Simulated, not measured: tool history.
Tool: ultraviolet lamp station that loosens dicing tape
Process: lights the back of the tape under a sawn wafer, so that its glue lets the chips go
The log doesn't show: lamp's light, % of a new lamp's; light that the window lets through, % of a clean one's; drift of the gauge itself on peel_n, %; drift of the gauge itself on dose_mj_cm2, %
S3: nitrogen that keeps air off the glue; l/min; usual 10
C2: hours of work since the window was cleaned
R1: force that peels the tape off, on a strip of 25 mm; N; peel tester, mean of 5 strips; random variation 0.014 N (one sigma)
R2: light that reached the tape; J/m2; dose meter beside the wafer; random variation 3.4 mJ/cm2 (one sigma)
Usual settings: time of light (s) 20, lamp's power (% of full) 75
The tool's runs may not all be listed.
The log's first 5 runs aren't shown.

{"run": 6, "hour": 191.7, "time of light (s)": 20, "lamp's power (% of full)": 75, "S3": 10, "hours of work of the lamp": 1140, "C2": 77, "R1": 0.859, "R2": 4290}
{"run": 7, "hour": 246.6, "time of light (s)": 20, "lamp's power (% of full)": 75, "S3": 10, "hours of work of the lamp": 1163, "C2": 100, "R1": 0.915, "R2": 4280}
{"run": 8, "hour": 293.5, "time of light (s)": 20, "lamp's power (% of full)": 75, "S3": 10, "hours of work of the lamp": 1182, "C2": 119, "R1": 0.891, "R2": 4220}
{"run": 9, "hour": 347.2, "time of light (s)": 20, "lamp's power (% of full)": 75, "S3": 10, "hours of work of the lamp": 1204, "C2": 141, "R1": 0.952, "R2": 4100}
{"run": 10, "hour": 382.2, "time of light (s)": 20, "lamp's power (% of full)": 76, "S3": 10, "hours of work of the lamp": 1219, "C2": 156, "R1": 0.935, "R2": 4160}
{"run": 11, "hour": 438.3, "time of light (s)": 20, "lamp's power (% of full)": 76, "S3": 10, "hours of work of the lamp": 1242, "C2": 179, "R1": 0.917, "R2": 4100}
{"run": 12, "hour": 471.7, "time of light (s)": 35, "lamp's power (% of full)": 76, "S3": 10, "hours of work of the lamp": 1256, "C2": 193, "R1": 0.467, "R2": 7170}
{"hour": 500.5, "done": "window cleaned of glue's vapour"}
{"run": 13, "hour": 501.7, "time of light (s)": 35, "lamp's power (% of full)": 76, "S3": 10, "hours of work of the lamp": 1268, "C2": 0, "R1": 0.419, "R2": 7680}
{"run": 14, "hour": 531.7, "time of light (s)": 35, "lamp's power (% of full)": 76, "S3": 10, "hours of work of the lamp": 1280, "C2": 13, "R1": 0.414, "R2": 7580}
{"hour": 536.2, "done": "lamp changed"}
{"run": 15, "hour": 592.7, "time of light (s)": 20, "lamp's power (% of full)": 75, "S3": 11, "hours of work of the lamp": 23, "C2": 38, "R1": 0.665, "R2": 5430}
{"run": 16, "hour": 647.1, "time of light (s)": 20, "lamp's power (% of full)": 75, "S3": 11, "hours of work of the lamp": 46, "C2": 60, "R1": 0.656, "R2": 5320}
{"run": 17, "hour": 703.5, "time of light (s)": 20, "lamp's power (% of full)": 75, "S3": 11, "hours of work of the lamp": 69, "C2": 83, "R1": 0.661, "R2": 5260}
{"run": 18, "hour": 729.7, "time of light (s)": 20, "lamp's power (% of full)": 75, "S3": 11, "hours of work of the lamp": 80, "C2": 94, "R1": 0.693, "R2": 5220}
{"run": 19, "hour": 774.4, "time of light (s)": 20, "lamp's power (% of full)": 75, "S3": 10, "hours of work of the lamp": 98, "C2": 113, "R1": 0.715, "R2": 5210}
{"run": 20, "hour": 811.1, "time of light (s)": 23, "lamp's power (% of full)": 64, "S3": 20, "hours of work of the lamp": 114, "C2": 128, "R1": 0.617, "R2": 5000}
{"run": 21, "hour": 875.4, "time of light (s)": 34, "lamp's power (% of full)": 72, "S3": 5, "hours of work of the lamp": 140, "C2": 154, "R1": 0.469, "R2": 8200}
{"run": 22, "hour": 909.7, "time of light (s)": 34, "lamp's power (% of full)": 72, "S3": 5, "hours of work of the lamp": 154, "C2": 169, "R1": 0.464, "R2": 8090}
{"run": 23, "hour": 965.4, "time of light (s)": 27, "lamp's power (% of full)": 80, "S3": 8, "hours of work of the lamp": 177, "C2": 192, "R1": 0.48, "R2": 7080}
{"hour": 996.7, "done": "window cleaned of glue's vapour"}
{"run": 24, "hour": 1023.5, "time of light (s)": 28, "lamp's power (% of full)": 97, "S3": 10, "hours of work of the lamp": 201, "C2": 11, "R1": 0.323, "R2": 9640}
{"run": 25, "hour": 1067.0, "time of light (s)": 28, "lamp's power (% of full)": 97, "S3": 10, "hours of work of the lamp": 219, "C2": 29, "R1": 0.312, "R2": 9470}
{"run": 26, "hour": 1113.2, "time of light (s)": 28, "lamp's power (% of full)": 97, "S3": 10, "hours of work of the lamp": 238, "C2": 48, "R1": 0.34, "R2": 9390}
{"run": 27, "hour": 1160.7, "time of light (s)": 11, "lamp's power (% of full)": 97, "S3": 10, "hours of work of the lamp": 258, "C2": 68, "R1": 1.092, "R2": 3610}
{"run": 28, "hour": 1190.7, "time of light (s)": 11, "lamp's power (% of full)": 97, "S3": 12, "hours of work of the lamp": 270, "C2": 80, "R1": 1.029, "R2": 3630}

The next listed run, before its measurement:
{"run": 29, "hour": 1238.3, "time of light (s)": 11, "lamp's power (% of full)": 97, "S3": 12, "hours of work of the lamp": 290, "C2": 100, "R1": "?", "R2": "?"}

R1: 1.082 N
R2: 3560 J/m2
Without the tool's hidden state the same run would have given R1 0.958 N, R2 3960 J/m2.
